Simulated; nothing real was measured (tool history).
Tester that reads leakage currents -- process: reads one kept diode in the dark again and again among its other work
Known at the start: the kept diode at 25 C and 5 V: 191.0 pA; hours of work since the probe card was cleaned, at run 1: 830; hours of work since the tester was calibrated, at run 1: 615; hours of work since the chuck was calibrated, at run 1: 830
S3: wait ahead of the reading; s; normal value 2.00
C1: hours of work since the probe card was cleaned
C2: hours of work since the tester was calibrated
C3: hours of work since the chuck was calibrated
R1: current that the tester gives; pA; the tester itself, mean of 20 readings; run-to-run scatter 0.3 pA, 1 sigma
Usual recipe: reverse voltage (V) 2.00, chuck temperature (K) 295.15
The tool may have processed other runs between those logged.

run 1 hour=0.0 | reverse_voltage_(V)=2.00 chuck_temperature_(K)=295.15 S3=2.00 | C1=830 C2=615 C3=830 | R1=100.12
run 2 hour=28.9 | reverse_voltage_(V)=2.00 chuck_temperature_(K)=295.15 S3=2.00 | C1=848 C2=633 C3=848 | R1=99.91
run 3 hour=42.3 | reverse_voltage_(V)=2.00 chuck_temperature_(K)=295.15 S3=2.00 | C1=856 C2=641 C3=856 | R1=99.94
run 4 hour=57.0 | reverse_voltage_(V)=2.00 chuck_temperature_(K)=295.15 S3=2.00 | C1=865 C2=650 C3=865 | R1=99.84
run 5 hour=86.6 | reverse_voltage_(V)=2.00 chuck_temperature_(K)=295.15 S3=2.00 | C1=883 C2=668 C3=883 | R1=100.17
run 6 hour=103.1 | reverse_voltage_(V)=2.00 chuck_temperature_(K)=295.15 S3=2.00 | C1=893 C2=678 C3=893 | R1=99.95
run 7 hour=132.5 | reverse_voltage_(V)=4.92 chuck_temperature_(K)=295.15 S3=2.00 | C1=911 C2=696 C3=911 | R1=146.15
run 8 hour=155.2 | reverse_voltage_(V)=4.92 chuck_temperature_(K)=295.15 S3=2.00 | C1=924 C2=710 C3=924 | R1=147.09
run 9 hour=175.7 | reverse_voltage_(V)=4.92 chuck_temperature_(K)=307.15 S3=2.00 | C1=937 C2=722 C3=937 | R1=402.20
run 10 hour=205.1 | reverse_voltage_(V)=7.12 chuck_temperature_(K)=307.15 S3=2.00 | C1=955 C2=740 C3=955 | R1=470.51
run 11 hour=230.7 | reverse_voltage_(V)=7.12 chuck_temperature_(K)=307.15 S3=2.00 | C1=970 C2=755 C3=970 | R1=469.54
run 12 hour=247.9 | reverse_voltage_(V)=2.00 chuck_temperature_(K)=295.15 S3=2.00 | C1=981 C2=766 C3=981 | R1=100.33
run 13 hour=267.1 | reverse_voltage_(V)=2.00 chuck_temperature_(K)=295.15 S3=2.00 | C1=992 C2=778 C3=992 | R1=99.90
run 14 hour=281.8 | reverse_voltage_(V)=2.00 chuck_temperature_(K)=295.15 S3=2.00 | C1=1001 C2=786 C3=1001 | R1=100.16
run 15 hour=296.2 | reverse_voltage_(V)=2.00 chuck_temperature_(K)=300.15 S3=2.00 | C1=1010 C2=795 C3=1010 | R1=154.68
run 16 hour=313.9 | reverse_voltage_(V)=2.00 chuck_temperature_(K)=300.15 S3=2.00 | C1=1021 C2=806 C3=1021 | R1=154.54
run 17 hour=328.7 | reverse_voltage_(V)=2.00 chuck_temperature_(K)=300.15 S3=2.00 | C1=1030 C2=815 C3=1030 | R1=154.20
run 18 hour=353.4 | reverse_voltage_(V)=2.00 chuck_temperature_(K)=294.15 S3=2.00 | C1=1045 C2=830 C3=1045 | R1=92.40
run 19 hour=369.1 | reverse_voltage_(V)=2.00 chuck_temperature_(K)=294.15 S3=2.00 | C1=1054 C2=839 C3=1054 | R1=91.69
run 20 hour=392.2 | reverse_voltage_(V)=2.00 chuck_temperature_(K)=311.15 S3=2.00 | C1=1068 C2=853 C3=1068 | R1=379.12
run 21 hour=406.3 | reverse_voltage_(V)=2.00 chuck_temperature_(K)=311.15 S3=2.00 | C1=1077 C2=862 C3=1077 | R1=383.94
run 22 hour=420.0 | reverse_voltage_(V)=2.00 chuck_temperature_(K)=311.15 S3=4.87 | C1=1085 C2=870 C3=1085 | R1=380.84
run 23 hour=447.4 | reverse_voltage_(V)=6.10 chuck_temperature_(K)=307.15 S3=1.57 | C1=1102 C2=887 C3=1102 | R1=442.04
run 24 hour=470.3 | reverse_voltage_(V)=6.10 chuck_temperature_(K)=328.15 S3=3.16 | C1=1116 C2=901 C3=1116 | R1=2178.86
run 25 hour=484.8 | reverse_voltage_(V)=19.20 chuck_temperature_(K)=295.15 S3=2.11 | C1=1125 C2=910 C3=1125 | R1=259.71
run 26 hour=499.6 | reverse_voltage_(V)=19.20 chuck_temperature_(K)=295.15 S3=2.11 | C1=1134 C2=919 C3=1134 | R1=260.43
run 27 hour=528.3 | reverse_voltage_(V)=16.91 chuck_temperature_(K)=295.15 S3=0.66 | C1=1151 C2=936 C3=1151 | R1=247.39
run 28 hour=553.1 | reverse_voltage_(V)=6.10 chuck_temperature_(K)=295.15 S3=1.32 | C1=1166 C2=951 C3=1166 | R1=159.95
run 29 hour=567.1 | reverse_voltage_(V)=15.25 chuck_temperature_(K)=299.15 S3=1.07 | C1=1175 C2=960 C3=1175 | R1=333.05
run 30 hour=597.6 | reverse_voltage_(V)=8.66 chuck_temperature_(K)=326.15 S3=0.37 | C1=1193 C2=978 C3=1193 | R1=2193.57
run 31 hour=621.8 | reverse_voltage_(V)=14.71 chuck_temperature_(K)=316.15 S3=2.00 | C1=1208 C2=993 C3=1208 | R1=1301.19
run 32 hour=639.0 | reverse_voltage_(V)=5.64 chuck_temperature_(K)=310.15 S3=0.75 | C1=1218 C2=1003 C3=1218 | R1=544.11
run 33 hour=668.1 | reverse_voltage_(V)=5.64 chuck_temperature_(K)=310.15 S3=0.75 | C1=1236 C2=1021 C3=1236 | R1=546.41
run 34 hour=686.3 | reverse_voltage_(V)=5.64 chuck_temperature_(K)=310.15 S3=0.75 | C1=1247 C2=1032 C3=1247 | R1=542.57
run 35 hour=702.4 | reverse_voltage_(V)=2.69 chuck_temperature_(K)=304.15 S3=3.92 | C1=1257 C2=1042 C3=1257 | R1=243.20
run 36 hour=734.7 | reverse_voltage_(V)=2.19 chuck_temperature_(K)=298.15 S3=2.16 | C1=1276 C2=1061 C3=1276 | R1=134.92
run 37 hour=759.6 | reverse_voltage_(V)=2.19 chuck_temperature_(K)=298.15 S3=2.16 | C1=1291 C2=1077 C3=1291 | R1=135.13
run 38 hour=791.0 | reverse_voltage_(V)=3.22 chuck_temperature_(K)=308.15 S3=3.72 | C1=1310 C2=1096 C3=1310 | R1=364.61
run 39 hour=807.8 | reverse_voltage_(V)=2.00 chuck_temperature_(K)=309.15 S3=4.82 | C1=1321 C2=1106 C3=1321 | R1=324.69

Consider 3 possible next runs. They are alternatives, not a sequence: every one starts from the tool as it was left by run 39. What does each give?
run A hour=828.5 | reverse_voltage_(V)=1.15 chuck_temperature_(K)=297.15 S3=3.47 | C1=1333 C2=1118 C3=1333 | R1=?
run B hour=828.5 | reverse_voltage_(V)=2.00 chuck_temperature_(K)=295.15 S3=4.82 | C1=1333 C2=1118 C3=1333 | R1=?
run C hour=828.5 | reverse_voltage_(V)=2.00 chuck_temperature_(K)=302.15 S3=0.44 | C1=1333 C2=1118 C3=1333 | R1=?

run=A R1=94.49
run=B R1=99.70
run=C R1=183.90
The same runs, with their run-to-run variation unchanged, on a tool lacking any hidden condition would have given:
run=A R1=94.58
run=B R1=99.79
run=C R1=184.06
